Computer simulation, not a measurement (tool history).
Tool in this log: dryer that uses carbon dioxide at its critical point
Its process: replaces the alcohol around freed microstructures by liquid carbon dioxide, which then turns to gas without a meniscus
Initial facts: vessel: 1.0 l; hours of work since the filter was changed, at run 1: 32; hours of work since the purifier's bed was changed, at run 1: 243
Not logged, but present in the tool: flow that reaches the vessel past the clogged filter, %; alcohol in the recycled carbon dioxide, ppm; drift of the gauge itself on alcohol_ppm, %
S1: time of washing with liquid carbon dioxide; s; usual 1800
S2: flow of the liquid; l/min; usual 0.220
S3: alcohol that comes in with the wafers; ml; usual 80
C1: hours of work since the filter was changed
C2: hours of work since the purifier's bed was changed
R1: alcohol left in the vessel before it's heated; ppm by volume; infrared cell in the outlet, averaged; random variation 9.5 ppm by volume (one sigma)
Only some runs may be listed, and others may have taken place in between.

Run 1, hour 0.0: usual settings; C1 32; C2 243. Result: R1 665 ppm by volume.
Run 2, hour 18.7: usual settings; C1 44; C2 255. Result: R1 694 ppm by volume.
Run 3, hour 29.6: usual settings but S1 2820 s; C1 51; C2 262. Result: R1 84 ppm by volume.
Run 4, hour 50.1: usual settings; C1 65; C2 276. Result: R1 778 ppm by volume.
Run 5, hour 68.1: usual settings; C1 77; C2 288. Result: R1 801 ppm by volume.
Run 6, hour 79.1: usual settings; C1 84; C2 295. Result: R1 823 ppm by volume.
Run 7, hour 99.2: usual settings; C1 98; C2 309. Result: R1 871 ppm by volume.
Run 8, hour 120.3: usual settings; C1 112; C2 323. Result: R1 902 ppm by volume.
Run 9, hour 130.8: usual settings; C1 118; C2 330. Result: R1 940 ppm by volume.
Run 10, hour 144.2: usual settings but S2 0.222 l/min; C1 127; C2 338. Result: R1 928 ppm by volume.
Run 11, hour 155.7: usual settings; C1 135; C2 346. Result: R1 980 ppm by volume.
Run 12, hour 172.1: usual settings; C1 146; C2 357. Result: R1 1027 ppm by volume.
Run 13, hour 184.6: usual settings but S3 30 ml; C1 154; C2 365. Result: R1 422 ppm by volume.
Run 14, hour 199.9: usual settings; C1 164; C2 375. Result: R1 1103 ppm by volume.
At hour 202.8: inlet filter changed.
Run 15, hour 220.7: usual settings but S1 1860 s, S2 0.162 l/min, S3 41 ml; C1 12; C2 389. Result: R1 929 ppm by volume.
Run 16, hour 237.3: usual settings but S1 1320 s, S2 0.162 l/min, S3 33 ml; C1 23; C2 400. Result: R1 2254 ppm by volume.
Run 17, hour 252.7: usual settings but S1 1320 s, S2 0.162 l/min, S3 33 ml; C1 33; C2 410. Result: R1 2289 ppm by volume.
Run 18, hour 271.9: usual settings but S1 2760 s, S2 0.301 l/min; C1 46; C2 422. Result: R1 54 ppm by volume.
Run 19, hour 282.9: usual settings but S2 0.278 l/min, S3 47 ml; C1 53; C2 430. Result: R1 165 ppm by volume.
Run 20, hour 293.4: usual settings but S2 0.278 l/min, S3 47 ml; C1 60; C2 437. Result: R1 168 ppm by volume.
Run 21, hour 312.8: usual settings but S2 0.278 l/min, S3 47 ml; C1 73; C2 450. Result: R1 172 ppm by volume.
Run 22, hour 324.0: usual settings but S1 1740 s, S2 0.328 l/min, S3 34 ml; C1 80; C2 457. Result: R1 91 ppm by volume.
Run 23, hour 340.4: usual settings but S1 1740 s, S2 0.264 l/min, S3 21 ml; C1 91; C2 468. Result: R1 150 ppm by volume.
Run 24, hour 356.4: usual settings but S1 1860 s, S2 0.148 l/min, S3 71 ml; C1 102; C2 479. Result: R1 2722 ppm by volume.
Run 25, hour 370.3: usual settings but S1 2220 s, S2 0.359 l/min, S3 31 ml; C1 111; C2 488. Result: R1 51 ppm by volume.
Run 26, hour 383.5: usual settings but S1 2160 s, S2 0.325 l/min, S3 60 ml; C1 120; C2 496. Result: R1 82 ppm by volume.
Run 27, hour 400.2: usual settings but S2 0.251 l/min; C1 131; C2 508. Result: R1 542 ppm by volume.

Selected run-to-run steps in R1, each split into two signed amounts: the part the tool would show with no hidden state at all (from settings, incoming material and random variation), and the remainder, which goes to the hidden state together with any gauge scatter not common to the measured and the hidden-state-free results:
Run 23 -> 24: S1 1740 -> 1860, S2 0.264 -> 0.148, S3 21 -> 71. R1 +2572 ppm by volume: hidden state +635, all else +1937.
Run 24 -> 25: S1 1860 -> 2220, S2 0.148 -> 0.359, S3 71 -> 31. R1 -2671 ppm by volume: hidden state -665, all else -2006.
